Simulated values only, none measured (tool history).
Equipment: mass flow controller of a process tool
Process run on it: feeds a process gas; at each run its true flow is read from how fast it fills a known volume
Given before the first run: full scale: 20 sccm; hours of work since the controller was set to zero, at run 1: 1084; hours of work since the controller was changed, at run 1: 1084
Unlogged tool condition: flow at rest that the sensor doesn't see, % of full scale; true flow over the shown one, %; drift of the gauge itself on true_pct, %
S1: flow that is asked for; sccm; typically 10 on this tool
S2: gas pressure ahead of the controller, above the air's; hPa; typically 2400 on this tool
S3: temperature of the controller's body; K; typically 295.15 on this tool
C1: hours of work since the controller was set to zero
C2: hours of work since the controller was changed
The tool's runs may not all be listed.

Run 1, hour 0: usual settings; C1 1084; C2 1084. Result: true flow (%) 98.48.
Run 2, hour 47.5: usual settings; C1 1099; C2 1099. Result: true flow (%) 98.51.
Run 3, hour 91: usual settings; C1 1112; C2 1112. Result: true flow (%) 98.83.
Run 4, hour 131: usual settings; C1 1125; C2 1125. Result: true flow (%) 98.83.
Run 5, hour 210.2: usual settings; C1 1150; C2 1150. Result: true flow (%) 98.98.
Run 6, hour 276.2: usual settings; C1 1171; C2 1171. Result: true flow (%) 98.9.
Run 7, hour 323.4: usual settings; C1 1185; C2 1185. Result: true flow (%) 99.06.
Run 8, hour 371: usual settings; C1 1200; C2 1200. Result: true flow (%) 99.18.
Run 9, hour 430.4: usual settings; C1 1219; C2 1219. Result: true flow (%) 99.28.
Run 10, hour 488.1: usual settings but S3 297.15 K; C1 1237; C2 1237. Result: true flow (%) 99.25.
Run 11, hour 568.9: usual settings but S3 297.15 K; C1 1263; C2 1263. Result: true flow (%) 99.3.
Run 12, hour 647.9: usual settings but S3 297.15 K; C1 1287; C2 1287. Result: true flow (%) 99.55.
Run 13, hour 721.7: usual settings but S3 297.15 K; C1 1311; C2 1311. Result: true flow (%) 99.62.
At hour 767.1: gauge calibrated.
Run 14, hour 800.5: usual settings but S3 297.15 K; C1 1335; C2 1335. Result: true flow (%) 98.63.
Run 15, hour 847.2: usual settings but S3 297.15 K; C1 1350; C2 1350. Result: true flow (%) 98.73.
Run 16, hour 921.8: usual settings but S3 297.15 K; C1 1373; C2 1373. Result: true flow (%) 98.6.
Run 17, hour 997.1: usual settings but S3 297.15 K; C1 1397; C2 1397. Result: true flow (%) 99.
Run 18, hour 1063.2: usual settings but S2 1590 hPa; C1 1418; C2 1418. Result: true flow (%) 99.49.
Run 19, hour 1101.8: usual settings but S2 2500 hPa; C1 1430; C2 1430. Result: true flow (%) 99.12.
Run 20, hour 1172.1: usual settings but S2 2340 hPa; C1 1452; C2 1452. Result: true flow (%) 99.21.
Run 21, hour 1214.2: usual settings but S2 2340 hPa; C1 1465; C2 1465. Result: true flow (%) 99.23.
Run 22, hour 1265.7: usual settings but S2 2340 hPa; C1 1481; C2 1481. Result: true flow (%) 99.33.
Run 23, hour 1320.3: usual settings but S2 1690 hPa; C1 1499; C2 1499. Result: true flow (%) 99.83.
Run 24, hour 1362.1: usual settings but S2 1690 hPa; C1 1512; C2 1512. Result: true flow (%) 99.96.
Run 25, hour 1404.4: usual settings but S1 11 sccm, S2 2200 hPa, S3 308.15 K; C1 1525; C2 1525. Result: true flow (%) 99.42.
Run 26, hour 1457.1: usual settings but S1 7 sccm; C1 1542; C2 1542. Result: true flow (%) 99.07.
Run 27, hour 1527.3: usual settings but S1 5 sccm, S3 311.15 K; C1 1564; C2 1564. Result: true flow (%) 98.64.
Run 28, hour 1580.3: usual settings but S1 3 sccm, S2 1610 hPa; C1 1580; C2 1580. Result: true flow (%) 99.34.
Run 29, hour 1624.8: usual settings but S1 6 sccm, S2 1650 hPa, S3 298.15 K; C1 1594; C2 1594. Result: true flow (%) 99.61.
Run 30, hour 1676.7: usual settings but S1 14 sccm, S2 2470 hPa, S3 309.15 K; C1 1611; C2 1611. Result: true flow (%) 99.98.
Run 31, hour 1742.1: usual settings but S1 14 sccm, S2 2470 hPa, S3 309.15 K; C1 1631; C2 1631. Result: true flow (%) 100.1.
Run 32, hour 1781.2: usual settings but S1 2 sccm, S2 1940 hPa, S3 304.15 K; C1 1643; C2 1643. Result: true flow (%) 98.9.
Run 33, hour 1857.1: usual settings but S1 2 sccm, S2 1940 hPa, S3 304.15 K; C1 1667; C2 1667. Result: true flow (%) 99.02.
At hour 1924.7: gauge calibrated.
Run 34, hour 1929: usual settings but S1 3 sccm, S2 2050 hPa, S3 298.15 K; C1 1690; C2 1690. Result: true flow (%) 97.56.
Run 35, hour 1995: usual settings but S1 3 sccm, S2 2050 hPa, S3 298.15 K; C1 1711; C2 1711. Result: true flow (%) 97.88.
Run 36, hour 2055.7: usual settings but S1 12 sccm; C1 1730; C2 1730. Result: true flow (%) 99.01.
Run 37, hour 2110.9: usual settings but S1 12 sccm, S2 2620 hPa; C1 1747; C2 1747. Result: true flow (%) 98.88.
Run 38, hour 2164.2: usual settings but S1 8 sccm; C1 1764; C2 1764. Result: true flow (%) 98.69.
Run 39, hour 2207.3: usual settings but S1 12 sccm, S2 1620 hPa; C1 1777; C2 1777. Result: true flow (%) 99.6.
Run 40, hour 2272.1: usual settings but S1 12 sccm, S2 1620 hPa, S3 303.15 K; C1 1798; C2 1798. Result: true flow (%) 99.49.
Run 41, hour 2328.2: usual settings but S1 12 sccm, S2 1620 hPa, S3 303.15 K; C1 1815; C2 1815. Result: true flow (%) 99.45.
Run 42, hour 2404.8: usual settings but S2 1750 hPa, S3 299.15 K; C1 1839; C2 1839. Result: true flow (%) 99.51.
Run 43, hour 2459: usual settings but S1 5 sccm, S2 2070 hPa, S3 301.15 K; C1 1856; C2 1856. Result: true flow (%) 98.7.
Run 44, hour 2515: usual settings but S1 5 sccm, S2 2070 hPa, S3 301.15 K; C1 1874; C2 1874. Result: true flow (%) 98.86.
Run 45, hour 2578.2: usual settings but S1 5 sccm, S2 2070 hPa, S3 301.15 K; C1 1894; C2 1894. Result: true flow (%) 98.93.
Run 46, hour 2623.5: usual settings but S1 15 sccm, S3 301.15 K; C1 1908; C2 1908. Result: true flow (%) 100.14.
Run 47, hour 2702.1: usual settings but S1 15 sccm, S3 301.15 K; C1 1933; C2 1933. Result: true flow (%) 100.19.
Run 48, hour 2767.1: usual settings but S1 15 sccm, S3 301.15 K; C1 1953; C2 1953. Result: true flow (%) 100.3.

Below are 4 alternative next runs, each starting from the tool's condition after run 48. Predict each:
Run A, hour 2842.2: usual settings but S1 3 sccm, S2 1860 hPa, S3 301.15 K; C1 1977; C2 1977. Result: true flow (%) ?.
Run B, hour 2842.2: usual settings but S1 15 sccm, S3 302.15 K; C1 1977; C2 1977. Result: true flow (%) ?.
Run C, hour 2842.2: usual settings but S1 15 sccm; C1 1977; C2 1977. Result: true flow (%) ?.
Run D, hour 2842.2: usual settings but S3 300.15 K; C1 1977; C2 1977. Result: true flow (%) ?.

run  true flow (%)
  A          99.13
  B         100.44
  C         100.63
  D          99.79
Stripped of hidden state, with their random variation kept, the same runs would have yielded:
run  true flow (%)
  A          97.72
  B          99.02
  C           99.2
  D          98.37
